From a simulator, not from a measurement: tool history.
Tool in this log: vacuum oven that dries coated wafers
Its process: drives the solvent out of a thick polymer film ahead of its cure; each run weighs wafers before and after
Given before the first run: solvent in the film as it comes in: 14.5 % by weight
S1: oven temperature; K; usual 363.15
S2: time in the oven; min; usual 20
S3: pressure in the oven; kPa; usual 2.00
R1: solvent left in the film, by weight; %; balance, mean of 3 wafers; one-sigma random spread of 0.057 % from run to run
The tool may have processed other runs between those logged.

{"run": 1, "hour": 0.0, "S1": 363.15, "S2": 20, "S3": 2.0, "R1": 2.67}
{"run": 2, "hour": 25.2, "S1": 363.15, "S2": 20, "S3": 2.0, "R1": 2.57}
{"run": 3, "hour": 73.1, "S1": 363.15, "S2": 20, "S3": 2.0, "R1": 2.58}
{"run": 4, "hour": 112.7, "S1": 363.15, "S2": 20, "S3": 2.0, "R1": 2.61}
{"run": 5, "hour": 136.4, "S1": 363.15, "S2": 20, "S3": 2.0, "R1": 2.63}
{"run": 6, "hour": 169.2, "S1": 363.15, "S2": 20, "S3": 2.0, "R1": 2.71}
{"run": 7, "hour": 206.7, "S1": 363.15, "S2": 20, "S3": 2.0, "R1": 2.74}
{"run": 8, "hour": 239.9, "S1": 363.15, "S2": 20, "S3": 2.0, "R1": 2.64}
{"run": 9, "hour": 274.0, "S1": 363.15, "S2": 17, "S3": 2.0, "R1": 3.19}
{"run": 10, "hour": 316.7, "S1": 359.15, "S2": 20, "S3": 2.0, "R1": 3.38}
{"run": 11, "hour": 370.5, "S1": 363.15, "S2": 34, "S3": 2.0, "R1": 1.18}
{"run": 12, "hour": 422.7, "S1": 377.15, "S2": 25, "S3": 2.0, "R1": 0.55}
{"run": 13, "hour": 455.6, "S1": 365.15, "S2": 13, "S3": 1.08, "R1": 3.75}
{"run": 14, "hour": 500.8, "S1": 365.15, "S2": 13, "S3": 1.08, "R1": 3.83}
{"run": 15, "hour": 543.8, "S1": 355.15, "S2": 11, "S3": 1.41, "R1": 6.45}
{"run": 16, "hour": 590.7, "S1": 375.15, "S2": 18, "S3": 1.37, "R1": 1.13}
{"run": 17, "hour": 640.3, "S1": 375.15, "S2": 18, "S3": 1.37, "R1": 1.19}
{"run": 18, "hour": 677.4, "S1": 375.15, "S2": 14, "S3": 1.37, "R1": 1.86}
{"hour": 690.7, "done": "oven's thermocouples calibrated"}
{"run": 19, "hour": 713.3, "S1": 366.15, "S2": 22, "S3": 2.51, "R1": 1.97}
{"run": 20, "hour": 741.6, "S1": 376.15, "S2": 31, "S3": 2.51, "R1": 0.49}
{"run": 21, "hour": 771.1, "S1": 368.15, "S2": 20, "S3": 7.91, "R1": 2.89}

Predict each of these 4 candidate next runs independently; none follows another, all start after run 21:
{"run": "A", "hour": 822.7, "S1": 377.15, "S2": 33, "S3": 2.0, "R1": "?"}
{"run": "B", "hour": 822.7, "S1": 372.15, "S2": 18, "S3": 2.68, "R1": "?"}
{"run": "C", "hour": 822.7, "S1": 352.15, "S2": 20, "S3": 4.89, "R1": "?"}
{"run": "D", "hour": 822.7, "S1": 361.15, "S2": 20, "S3": 2.69, "R1": "?"}

run=A R1=0.48
run=B R1=1.75
run=C R1=5.57
run=D R1=3.11
With the hidden condition removed and each run's random variation left untouched, the same runs would have given:
run=A R1=0.48
run=B R1=1.75
run=C R1=5.57
run=D R1=3.11
